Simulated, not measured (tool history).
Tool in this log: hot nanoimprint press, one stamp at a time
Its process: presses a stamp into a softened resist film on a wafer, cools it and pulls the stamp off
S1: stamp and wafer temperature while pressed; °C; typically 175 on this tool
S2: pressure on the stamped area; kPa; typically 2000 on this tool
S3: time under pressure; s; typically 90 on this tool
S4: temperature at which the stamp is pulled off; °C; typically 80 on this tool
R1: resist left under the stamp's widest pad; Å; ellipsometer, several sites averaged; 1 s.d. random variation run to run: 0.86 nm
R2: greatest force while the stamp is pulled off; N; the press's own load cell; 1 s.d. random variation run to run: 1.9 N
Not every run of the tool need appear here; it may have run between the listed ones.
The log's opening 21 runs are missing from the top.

{"run": 22, "hour": 1047.6, "S1": 186, "S2": 2540, "S3": 63, "S4": 79, "R1": 2005, "R2": 233}
{"run": 23, "hour": 1103.5, "S1": 175, "S2": 2150, "S3": 83, "S4": 80, "R1": 3055, "R2": 239}
{"hour": 1144.1, "done": "stamp cleaned and given a new release coat"}
{"run": 24, "hour": 1173.4, "S1": 175, "S2": 1480, "S3": 117, "S4": 80, "R1": 3097, "R2": 208}
{"run": 25, "hour": 1217.9, "S1": 175, "S2": 1480, "S3": 117, "S4": 80, "R1": 3137, "R2": 212}
{"run": 26, "hour": 1274.9, "S1": 173, "S2": 2330, "S3": 67, "S4": 71, "R1": 3539, "R2": 249}
{"run": 27, "hour": 1311.1, "S1": 175, "S2": 1560, "S3": 90, "S4": 80, "R1": 3393, "R2": 221}
{"run": 28, "hour": 1353.9, "S1": 178, "S2": 1920, "S3": 125, "S4": 66, "R1": 2420, "R2": 280}
{"hour": 1401.4, "done": "press's hydraulic seals changed and the load cell set to zero"}
{"run": 29, "hour": 1426.5, "S1": 175, "S2": 2000, "S3": 124, "S4": 67, "R1": 2687, "R2": 279}
{"run": 30, "hour": 1462.2, "S1": 175, "S2": 2000, "S3": 124, "S4": 67, "R1": 2671, "R2": 291}

Here are 3 independent what-if runs from the current tool condition. What would each one return?
{"run": "A", "hour": 1497.4, "S1": 177, "S2": 2000, "S3": 103, "S4": 80, "R1": "?", "R2": "?"}
{"run": "B", "hour": 1497.4, "S1": 175, "S2": 2210, "S3": 99, "S4": 82, "R1": "?", "R2": "?"}
{"run": "C", "hour": 1497.4, "S1": 172, "S2": 2000, "S3": 124, "S4": 67, "R1": "?", "R2": "?"}

run=A R1=2651 R2=238
run=B R1=2827 R2=234
run=C R1=3083 R2=292
The same runs, with their run-to-run variation unchanged, on a tool lacking any hidden condition would have given:
run=A R1=2558 R2=202
run=B R1=2726 R2=199
run=C R1=2973 R2=249
